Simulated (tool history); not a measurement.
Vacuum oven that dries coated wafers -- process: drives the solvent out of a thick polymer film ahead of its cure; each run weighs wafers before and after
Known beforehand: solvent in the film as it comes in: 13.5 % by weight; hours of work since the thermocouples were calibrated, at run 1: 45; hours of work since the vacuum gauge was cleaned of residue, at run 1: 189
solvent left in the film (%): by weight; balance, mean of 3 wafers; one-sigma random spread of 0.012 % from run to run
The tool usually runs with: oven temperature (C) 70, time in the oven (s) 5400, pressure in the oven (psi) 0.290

run,day,oven temperature (C),time in the oven (s),pressure in the oven (psi),hours of work since the thermocouples were calibrated,hours of work since the vacuum gauge was cleaned of residue,solvent left in the film (%)
1,0.000,70,5400,0.290,45,189,2.81
2,0.417,62,5400,0.290,53,197,4.61
3,0.850,62,5400,0.290,61,205,4.62
4,1.425,60,5400,0.290,72,216,5.19
5,1.979,60,5400,0.290,82,227,5.16
6,2.371,67,5400,0.290,89,234,3.37
7,3.004,67,5400,0.290,101,246,3.40
8,3.354,71,5400,0.290,108,253,2.58
9,3.692,70,5400,0.290,114,259,2.80
10,4.271,70,5400,0.290,125,270,2.78
11,4.775,70,5400,0.290,135,280,2.77
12,5.325,70,5400,0.290,145,290,2.77
13,5.933,70,5400,0.538,157,302,4.14
14,6.425,70,5160,0.290,166,311,2.86
15,6.838,70,5400,0.290,174,319,2.72
16,7.104,70,5400,0.290,179,324,2.74
17,7.596,70,5400,0.290,188,333,2.75
18,8.083,70,5400,0.290,198,342,2.74
19,8.388,70,5400,0.405,203,348,3.40
20,8.696,70,6120,0.290,209,354,2.49
21,9.300,70,6120,0.290,221,365,2.48
22,9.617,70,6120,0.290,227,371,2.49
23,9.892,64,4740,0.290,232,376,4.47
24,10.404,67,4740,0.290,241,386,3.71
25,10.683,58,6180,0.273,247,391,5.08
26,11.029,63,4200,0.355,253,398,5.46
27,11.483,75,4440,0.355,262,407,2.57
28,11.838,70,5400,0.648,269,413,4.68
29,12.433,65,3120,0.152,280,425,4.82
30,13.008,58,8700,0.281,291,435,4.20
31,13.350,65,8700,0.281,297,442,2.68
32,13.617,60,2880,0.290,302,447,7.02
33,14.262,70,5400,1.150,314,459,7.40
34,14.692,76,8040,0.486,323,467,2.35
35,15.046,70,4740,0.875,329,474,6.07
36,15.325,70,4500,0.196,334,479,2.66
37,15.750,70,3360,0.274,343,487,3.93
38,16.067,70,3360,0.274,349,493,3.95
39,16.329,70,3360,0.274,354,498,3.96
40,16.783,69,3780,0.290,362,507,3.86
41,17.417,61,4560,0.956,374,519,9.62
42,17.879,70,4980,0.316,383,528,3.02

Below are 4 alternative next runs, each starting from the tool's condition after run 42. Predict each:
A,18.267,55,3300,0.857,390,535,?
B,18.267,71,4260,0.557,390,535,?
C,18.267,68,3780,0.670,390,535,?
D,18.267,70,2880,0.290,390,535,?

run,solvent left in the film (%)
A,11.42
B,4.36
C,6.07
D,4.51
Take away the tool's hidden state, keep each run's random variation, and the runs would have read:
run,solvent left in the film (%)
A,11.66
B,4.55
C,6.29
D,4.70
